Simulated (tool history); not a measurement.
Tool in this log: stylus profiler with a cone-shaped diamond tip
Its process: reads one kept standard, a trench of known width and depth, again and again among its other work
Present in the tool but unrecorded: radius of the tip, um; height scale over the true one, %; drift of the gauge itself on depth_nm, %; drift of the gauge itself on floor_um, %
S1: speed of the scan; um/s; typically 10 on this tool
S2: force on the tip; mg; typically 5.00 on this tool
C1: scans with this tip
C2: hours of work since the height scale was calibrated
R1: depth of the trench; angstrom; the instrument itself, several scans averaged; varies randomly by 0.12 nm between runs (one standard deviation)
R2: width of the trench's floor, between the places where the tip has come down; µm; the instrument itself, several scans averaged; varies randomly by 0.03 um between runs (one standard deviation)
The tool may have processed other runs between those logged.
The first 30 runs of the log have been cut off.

run	day	S1	S2	C1	C2	R1	R2
31	45.771	2	1.90	6744	840	5019.2	16.43
32	46.971	3	4.97	6904	860	5043.8	16.42
33	48.358	15	12.90	7089	883	5092.3	16.40
34	50.179	3	11.99	7332	914	5090.0	16.42
35	51.621	20	4.09	7524	937	5034.1	16.32
36	52.658	10	11.69	7663	955	5085.5	16.37
37	54.612	6	10.66	7923	987	5077.7	16.31
38	56.138	23	1.81	8127	1013	5014.6	16.26
39	57.483	11	2.71	8306	1035	5023.3	16.31
40	59.254	11	4.21	8542	1064	5035.8	16.27
41	61.062	11	4.21	8784	1094	5034.3	16.28
42	62.138	3	8.27	8927	1112	5062.9	16.26
43	63.433	2	3.20	9100	1134	5024.3	16.23
44	64.388	2	3.20	9227	1150	5025.7	16.27
45	65.812	19	10.20	9417	1173	5071.6	16.20
46	67.404	19	10.20	9629	1200	5071.7	16.22

5 ways to go on from here, each from the tool as it stands after run 46. What would each give?
A	68.942	9	6.24	9834	1225	?	?
B	68.942	5	5.00	9834	1225	?	?
C	68.942	28	1.71	9834	1225	?	?
D	68.942	2	2.04	9834	1225	?	?
E	68.942	2	5.13	9834	1225	?	?

run	R1	R2
A	5048.6	16.25
B	5037.4	16.19
C	5008.8	16.10
D	5014.7	16.26
E	5038.6	16.18
Without the tool's hidden state the same runs would have given:
run	R1	R2
A	5067.6	17.01
B	5056.4	16.95
C	5027.6	16.87
D	5033.6	17.02
E	5057.6	16.95
